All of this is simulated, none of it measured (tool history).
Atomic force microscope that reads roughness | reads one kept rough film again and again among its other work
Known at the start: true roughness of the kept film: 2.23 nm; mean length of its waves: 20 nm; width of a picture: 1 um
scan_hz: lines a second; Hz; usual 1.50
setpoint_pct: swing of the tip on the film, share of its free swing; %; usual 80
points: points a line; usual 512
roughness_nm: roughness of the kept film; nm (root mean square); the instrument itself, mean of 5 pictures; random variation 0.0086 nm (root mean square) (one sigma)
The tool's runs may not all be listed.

run   hour  scan_hz  setpoint_pct  points  roughness_nm
  1    0.0     1.50            80     512         1.617
  2   18.0     1.50            80     512         1.540
  3   37.2     1.50            59     512         1.548
      49.2  -- new tip fitted
  4   66.4     0.70            80     512         1.886
  5   90.8     0.70            80     512         1.767
  6  115.8     1.50            80     512         1.644
  7  135.8     1.49            80     512         1.593
  8  159.6     1.50            80     512         1.518
     164.1  -- new tip fitted
  9  183.8     1.50            80     467         1.820
 10  210.0     1.50            80     467         1.731
 11  229.9     1.50            80     467         1.660
 12  256.1     1.50            80     512         1.592
     281.2  -- new tip fitted
 13  287.8     1.50            80     512         1.878
 14  305.8     1.11            80     512         1.831
 15  327.3     1.11            57     512         1.781
 16  361.0     2.18            80     512         1.580
 17  382.7     2.18            80     512         1.516
     385.9  -- height scale calibrated on a step standard
     397.4  -- new tip fitted
 18  411.6     2.18            63     542         1.890
 19  441.8     2.18            62     267         1.747
 20  460.9     2.18            62     267         1.692
 21  485.9     0.95            62     267         1.610
     496.5  -- height scale calibrated on a step standard, once more
 22  504.6     0.95            62     267         1.555
     512.6  -- new tip fitted
 23  520.8     0.95            62     572         1.909
 24  546.8     0.95            62     572         1.818
 25  581.1     1.54            80     302         1.583
 26  608.4     1.54            62     302         1.547
     628.6  -- new tip fitted
 27  646.2     2.63            79     512         1.752
 28  666.7     2.63            79     512         1.664
 29  683.6     0.76            64     276         1.685
 30  716.1     1.17            80     512         1.584
 31  733.7     1.17            80     512         1.530
     744.1  -- new tip fitted
 32  753.7     1.24            81     936         1.880
 33  783.5     1.50            85     312         1.684

3 ways to go on from here, each from the tool as it stands after run 33. What would each give?
  A  819.2     0.66            71     512             ?
  B  819.2     0.87            85     312             ?
  C  819.2     0.86            80     512             ?

run  roughness_nm
  A         1.667
  B         1.606
  C         1.628
Without the tool's hidden state the same runs would have given:
run  roughness_nm
  A         1.968
  B         1.896
  C         1.923
